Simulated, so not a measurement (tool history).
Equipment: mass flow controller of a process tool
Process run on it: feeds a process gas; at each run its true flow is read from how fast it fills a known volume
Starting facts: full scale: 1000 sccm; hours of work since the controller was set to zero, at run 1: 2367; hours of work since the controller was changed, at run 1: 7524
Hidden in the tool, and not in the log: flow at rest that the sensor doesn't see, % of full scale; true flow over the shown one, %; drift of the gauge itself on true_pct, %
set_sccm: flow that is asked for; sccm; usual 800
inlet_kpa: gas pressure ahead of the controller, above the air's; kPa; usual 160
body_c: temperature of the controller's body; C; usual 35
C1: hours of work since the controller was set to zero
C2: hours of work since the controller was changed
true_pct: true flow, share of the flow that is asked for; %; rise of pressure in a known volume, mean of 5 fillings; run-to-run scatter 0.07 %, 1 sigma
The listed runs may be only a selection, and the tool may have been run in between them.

{"run": 1, "hour": 0.0, "set_sccm": 800, "inlet_kpa": 160, "body_c": 35, "C1": 2367, "C2": 7524, "true_pct": 102.27}
{"run": 2, "hour": 337.3, "set_sccm": 800, "inlet_kpa": 160, "body_c": 22, "C1": 2561, "C2": 7718, "true_pct": 103.43}
{"run": 3, "hour": 738.0, "set_sccm": 800, "inlet_kpa": 160, "body_c": 22, "C1": 2792, "C2": 7949, "true_pct": 103.55}
{"run": 4, "hour": 1146.8, "set_sccm": 800, "inlet_kpa": 160, "body_c": 35, "C1": 3027, "C2": 8184, "true_pct": 102.9}
{"run": 5, "hour": 1376.7, "set_sccm": 800, "inlet_kpa": 160, "body_c": 35, "C1": 3160, "C2": 8317, "true_pct": 102.96}
{"run": 6, "hour": 1788.5, "set_sccm": 800, "inlet_kpa": 160, "body_c": 35, "C1": 3397, "C2": 8554, "true_pct": 103.1}
{"run": 7, "hour": 2294.2, "set_sccm": 800, "inlet_kpa": 160, "body_c": 35, "C1": 3688, "C2": 8846, "true_pct": 103.33}
{"run": 8, "hour": 2612.0, "set_sccm": 800, "inlet_kpa": 160, "body_c": 35, "C1": 3872, "C2": 9029, "true_pct": 103.53}
{"run": 9, "hour": 3060.4, "set_sccm": 800, "inlet_kpa": 160, "body_c": 35, "C1": 4130, "C2": 9287, "true_pct": 103.58}
{"run": 10, "hour": 3356.1, "set_sccm": 800, "inlet_kpa": 160, "body_c": 35, "C1": 4300, "C2": 9457, "true_pct": 103.73}
{"run": 11, "hour": 3764.6, "set_sccm": 800, "inlet_kpa": 160, "body_c": 35, "C1": 4536, "C2": 9693, "true_pct": 103.89}
{"run": 12, "hour": 4217.4, "set_sccm": 800, "inlet_kpa": 160, "body_c": 35, "C1": 4797, "C2": 9954, "true_pct": 104.05}
{"run": 13, "hour": 4732.7, "set_sccm": 800, "inlet_kpa": 160, "body_c": 35, "C1": 5093, "C2": 10251, "true_pct": 104.35}
{"hour": 4802.5, "done": "controller's zero set anew"}
{"run": 14, "hour": 5033.0, "set_sccm": 800, "inlet_kpa": 160, "body_c": 35, "C1": 133, "C2": 10423, "true_pct": 102.59}
{"run": 15, "hour": 5251.5, "set_sccm": 800, "inlet_kpa": 160, "body_c": 35, "C1": 259, "C2": 10549, "true_pct": 102.69}
{"run": 16, "hour": 5687.9, "set_sccm": 800, "inlet_kpa": 160, "body_c": 35, "C1": 510, "C2": 10801, "true_pct": 102.84}
{"run": 17, "hour": 5939.1, "set_sccm": 800, "inlet_kpa": 160, "body_c": 35, "C1": 655, "C2": 10945, "true_pct": 102.88}
{"run": 18, "hour": 6372.7, "set_sccm": 800, "inlet_kpa": 172, "body_c": 35, "C1": 905, "C2": 11195, "true_pct": 103.21}
{"run": 19, "hour": 6628.4, "set_sccm": 800, "inlet_kpa": 173, "body_c": 35, "C1": 1052, "C2": 11343, "true_pct": 103.09}
{"run": 20, "hour": 7032.6, "set_sccm": 800, "inlet_kpa": 160, "body_c": 35, "C1": 1285, "C2": 11575, "true_pct": 103.48}
{"run": 21, "hour": 7346.4, "set_sccm": 381, "inlet_kpa": 160, "body_c": 35, "C1": 1466, "C2": 11756, "true_pct": 103.24}
{"run": 22, "hour": 7697.6, "set_sccm": 381, "inlet_kpa": 160, "body_c": 35, "C1": 1668, "C2": 11959, "true_pct": 103.5}
{"run": 23, "hour": 8195.5, "set_sccm": 381, "inlet_kpa": 160, "body_c": 35, "C1": 1955, "C2": 12246, "true_pct": 103.83}
{"run": 24, "hour": 8435.3, "set_sccm": 381, "inlet_kpa": 160, "body_c": 35, "C1": 2093, "C2": 12384, "true_pct": 103.9}

Run 25 has not been measured yet. What should we expect?
{"hour": 8906.5, "done": "controller exchanged for a calibrated one"}
{"run": 25, "hour": 8906.5, "set_sccm": 381, "inlet_kpa": 160, "body_c": 35, "C1": 0, "C2": 0, "true_pct": "?"}

true_pct: 98.00 %
Had the tool carried no hidden state, the very same run would have given true_pct 97.98 %.
